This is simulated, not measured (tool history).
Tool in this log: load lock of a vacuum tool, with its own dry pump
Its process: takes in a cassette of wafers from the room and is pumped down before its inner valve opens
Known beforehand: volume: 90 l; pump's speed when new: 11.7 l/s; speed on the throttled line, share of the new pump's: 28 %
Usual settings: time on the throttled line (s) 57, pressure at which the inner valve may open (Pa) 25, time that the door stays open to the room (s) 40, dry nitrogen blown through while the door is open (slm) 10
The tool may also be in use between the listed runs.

run     day  time on the throttled line (s)  pressure at which the inner valve may open (Pa)  time that the door stays open to the room (s)  dry nitrogen blown through while the door is open (slm)  incoming humidity of the room's air, %  time from the closed door until the inner valve may open (s)  rise of the pressure with all valves shut (Pa/min)
  1       0                              57                                               25                                             40                                                       10                                    44.7                                                         107.4                                               0.059
  2   2.704                              57                                               25                                             40                                                       10                                    45.1                                                         107.8                                               0.056
  3   5.258                              57                                               25                                             40                                                       10                                    44.4                                                         106.3                                               0.058
  4   7.796                              57                                               25                                             40                                                       10                                    42.9                                                         107.3                                               0.055
  5  11.929                              57                                               25                                             40                                                       10                                    45.1                                                         107.3                                               0.059
  6  17.046                              57                                               25                                             40                                                       10                                    42.3                                                         106.8                                               0.058
  7  21.521                              57                                               25                                             40                                                       39                                    45.5                                                         107.7                                               0.042
  8  25.333                              57                                               18                                             40                                                       10                                    48.2                                                         111.4                                               0.064
  9   27.55                              57                                               30                                             40                                                       10                                    47.4                                                         106.5                                               0.062
 10  32.046                              57                                               30                                             40                                                       10                                    45.1                                                         105.7                                                0.06
 11  35.438                              57                                               25                                             40                                                       10                                    42.8                                                         106.6                                               0.062
 12  37.546                              57                                               25                                             40                                                       10                                    44.7                                                         108.7                                               0.068
 13   41.45                              57                                               25                                             40                                                       10                                    46.5                                                         107.8                                               0.058
 14  43.562                              57                                               25                                             40                                                       10                                    44.7                                                         109.1                                               0.066
 15   47.15                              41                                               45                                             40                                                       10                                      47                                                          91.3                                               0.068
 16   52.25                              45                                               23                                            121                                                        5                                    47.6                                                          99.4                                               0.095
 17  56.971                              57                                               35                                             83                                                        8                                    44.8                                                         105.9                                               0.077
 18  62.154                              63                                               25                                             40                                                       34                                    47.4                                                         112.1                                               0.061
 19  67.404                              63                                               22                                             40                                                       34                                      44                                                           112                                               0.061
 20  71.058                              63                                               22                                             40                                                       34                                    47.6                                                         113.4                                               0.063
 21  74.192                              45                                               44                                             88                                                       20                                    46.6                                                          95.2                                               0.071
 22  78.271                              57                                               25                                            195                                                       10                                    42.4                                                         110.1                                               0.098
 23  82.725                              57                                               25                                            195                                                       10                                    46.1                                                         108.8                                               0.102
 24  86.796                              82                                               25                                            101                                                       10                                    44.3                                                         127.3                                               0.095
 25   90.55                              64                                               20                                            179                                                       34                                    43.7                                                         115.3                                               0.077
 26  95.588                             108                                               20                                            170                                                       12                                    42.1                                                         145.4                                               0.094
 27   100.8                              42                                               18                                             41                                                        8                                    45.1                                                         100.6                                                0.09

4 options for the next run, each taken on its own from the tool as it stands now. Forecast them:
  A  103.133                              43                                               18                                             45                                                       39                                    41.9                                                             ?                                                   ?
  B  103.133                              91                                               23                                             41                                                       16                                    43.1                                                             ?                                                   ?
  C  103.133                              42                                               20                                             41                                                        8                                    46.6                                                             ?                                                   ?
  D  103.133                              42                                               18                                             41                                                        6                                    44.1                                                             ?                                                   ?

run  time from the closed door until the inner valve may open (s)  rise of the pressure with all valves shut (Pa/min)
  A                                                         102.5                                               0.072
  B                                                         133.2                                               0.083
  C                                                         101.7                                               0.083
  D                                                         101.3                                               0.087
Stripped of hidden state, with their random variation kept, the same runs would have yielded:
run  time from the closed door until the inner valve may open (s)  rise of the pressure with all valves shut (Pa/min)
  A                                                          98.7                                               0.018
  B                                                         130.5                                                0.03
  C                                                          97.9                                                0.03
  D                                                          97.5                                               0.034
